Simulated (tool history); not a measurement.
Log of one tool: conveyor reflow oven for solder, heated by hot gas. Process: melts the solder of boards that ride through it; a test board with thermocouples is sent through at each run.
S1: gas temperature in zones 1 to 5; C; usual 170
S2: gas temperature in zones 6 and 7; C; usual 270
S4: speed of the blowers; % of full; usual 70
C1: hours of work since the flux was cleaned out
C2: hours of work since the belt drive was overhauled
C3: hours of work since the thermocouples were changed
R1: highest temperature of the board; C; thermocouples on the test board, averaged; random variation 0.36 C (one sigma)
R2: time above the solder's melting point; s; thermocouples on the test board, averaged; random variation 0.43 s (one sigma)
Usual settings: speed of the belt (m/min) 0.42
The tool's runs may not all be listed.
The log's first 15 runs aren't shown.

run 16 day=4.629 | S1=172 S2=275 speed_of_the_belt_(m/min)=0.354 S4=84 | C1=288 C2=400 C3=302 | R1=261.7 R2=84.5
run 17 day=4.962 | S1=172 S2=275 speed_of_the_belt_(m/min)=0.354 S4=84 | C1=294 C2=406 C3=307 | R1=261.8 R2=83.4
run 18 day=5.162 | S1=170 S2=270 speed_of_the_belt_(m/min)=0.42 S4=69 | C1=297 C2=409 C3=310 | R1=249.5 R2=59.5
run 19 day=5.538 | S1=170 S2=270 speed_of_the_belt_(m/min)=0.42 S4=69 | C1=303 C2=416 C3=317 | R1=249.6 R2=59.6
run 20 day=5.904 | S1=181 S2=280 speed_of_the_belt_(m/min)=0.392 S4=65 | C1=310 C2=422 C3=323 | R1=262.3 R2=77.6
run 21 day=6.317 | S1=175 S2=267 speed_of_the_belt_(m/min)=0.392 S4=65 | C1=317 C2=429 C3=330 | R1=250 R2=66.1
run 22 day=6.729 | S1=175 S2=267 speed_of_the_belt_(m/min)=0.392 S4=65 | C1=323 C2=436 C3=337 | R1=250.9 R2=66.6
run 23 day=6.929 | S1=184 S2=267 speed_of_the_belt_(m/min)=0.392 S4=55 | C1=327 C2=439 C3=340 | R1=249.4 R2=70.9
run 24 day=7.362 | S1=167 S2=283 speed_of_the_belt_(m/min)=0.456 S4=64 | C1=334 C2=446 C3=347 | R1=255.5 R2=57.3
run 25 day=7.579 | S1=174 S2=263 speed_of_the_belt_(m/min)=0.456 S4=64 | C1=338 C2=450 C3=351 | R1=240.2 R2=46.2
run 26 day=7.85 | S1=170 S2=284 speed_of_the_belt_(m/min)=0.403 S4=51 | C1=342 C2=454 C3=356 | R1=259.1 R2=69.1
run 27 day=8.15 | S1=170 S2=270 speed_of_the_belt_(m/min)=0.42 S4=60 | C1=347 C2=459 C3=361 | R1=247.8 R2=57.1
run 28 day=8.496 | S1=170 S2=270 speed_of_the_belt_(m/min)=0.42 S4=60 | C1=353 C2=465 C3=366 | R1=248 R2=56.8
run 29 day=8.917 | S1=161 S2=274 speed_of_the_belt_(m/min)=0.457 S4=66 | C1=360 C2=472 C3=373 | R1=247 R2=47.8
run 30 day=9.304 | S1=183 S2=259 speed_of_the_belt_(m/min)=0.447 S4=60 | C1=367 C2=479 C3=380 | R1=239.9 R2=49.3

4 ways to go on from here, each from the tool as it stands after run 30. What would each give?
run A day=9.654 | S1=182 S2=277 speed_of_the_belt_(m/min)=0.42 S4=70 | C1=373 C2=485 C3=386 | R1=? R2=?
run B day=9.654 | S1=170 S2=270 speed_of_the_belt_(m/min)=0.429 S4=70 | C1=373 C2=485 C3=386 | R1=? R2=?
run C day=9.654 | S1=170 S2=280 speed_of_the_belt_(m/min)=0.42 S4=62 | C1=373 C2=485 C3=386 | R1=? R2=?
run D day=9.654 | S1=183 S2=284 speed_of_the_belt_(m/min)=0.382 S4=60 | C1=373 C2=485 C3=386 | R1=? R2=?

run=A R1=258 R2=70.7
run=B R1=249.2 R2=57.3
run=C R1=257.3 R2=64.2
run=D R1=265.7 R2=84.8
Without the tool's hidden state the same runs would have given:
run=A R1=258 R2=70.7
run=B R1=249.3 R2=57.3
run=C R1=257.3 R2=64.3
run=D R1=265.7 R2=84.8
